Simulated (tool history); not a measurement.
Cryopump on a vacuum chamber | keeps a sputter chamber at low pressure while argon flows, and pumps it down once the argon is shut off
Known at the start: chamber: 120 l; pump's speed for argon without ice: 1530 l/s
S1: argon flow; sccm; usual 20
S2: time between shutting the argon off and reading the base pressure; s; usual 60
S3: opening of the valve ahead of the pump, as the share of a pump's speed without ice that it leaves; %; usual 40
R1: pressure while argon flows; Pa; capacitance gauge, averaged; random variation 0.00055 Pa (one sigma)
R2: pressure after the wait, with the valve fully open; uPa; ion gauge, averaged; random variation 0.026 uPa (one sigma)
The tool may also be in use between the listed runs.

run,hour,S1,S2,S3,R1,R2
1,0,20,60,40,0.0563,1.42
2,65.9,20,60,40,0.0556,1.48
3,112.2,20,60,40,0.0553,1.5
4,151.7,39,60,40,0.1114,1.49
5,190.9,20,36,40,0.0568,2.11
6,250.5,20,36,40,0.0572,2.18
7,317,20,36,40,0.0567,2.29
8,388.2,20,36,40,0.0572,2.21
9,421.5,20,36,40,0.0575,2.28
10,498.6,14,60,40,0.0405,1.74
11,579.4,14,60,40,0.0409,1.81
12,618.4,14,60,40,0.0407,1.81
13,675,14,79,40,0.041,1.68
14,720.6,14,79,40,0.0407,1.64
15,796.4,20,60,40,0.0584,1.89
16,846.7,17,60,40,0.0509,2.02
17,887.1,20,25,40,0.0593,3.16
18,925.7,17,52,45,0.0453,2.18
19,1004.6,17,50,17,0.1147,2.28
20,1039.8,17,135,17,0.1136,1.63
21,1086.8,20,20,37,0.0635,3.97
22,1156.9,20,186,60,0.0423,1.59
23,1233.2,20,186,60,0.0416,1.72
24,1298,17,56,21,0.0941,2.38
25,1370.7,17,56,21,0.0939,2.45
26,1422.6,8,62,28,0.034,2.38
# hour 1441.9: pump warmed up, emptied and cooled again
27,1475,20,61,35,0.0637,2.09
28,1520.8,22,60,46,0.0536,2.16
29,1572.5,11,60,40,0.0312,2.2
30,1624.2,27,38,48,0.0632,2.74
31,1682.8,27,38,48,0.0639,2.81
32,1727.2,27,38,48,0.0637,2.8
33,1802.4,27,38,48,0.064,2.86
34,1869.8,27,38,48,0.0647,2.86

Forecast each of these 3 alternatives for the next run:
A,1903.2,20,274,40,?,?
B,1903.2,11,24,48,?,?
C,1903.2,39,57,56,?,?

run,R1,R2
A,0.0566,1.78
B,0.0263,3.83
C,0.0804,2.49
Without the tool's hidden state the same runs would have given:
run,R1,R2
A,0.0548,0.39
B,0.0253,2.45
C,0.0767,1.14

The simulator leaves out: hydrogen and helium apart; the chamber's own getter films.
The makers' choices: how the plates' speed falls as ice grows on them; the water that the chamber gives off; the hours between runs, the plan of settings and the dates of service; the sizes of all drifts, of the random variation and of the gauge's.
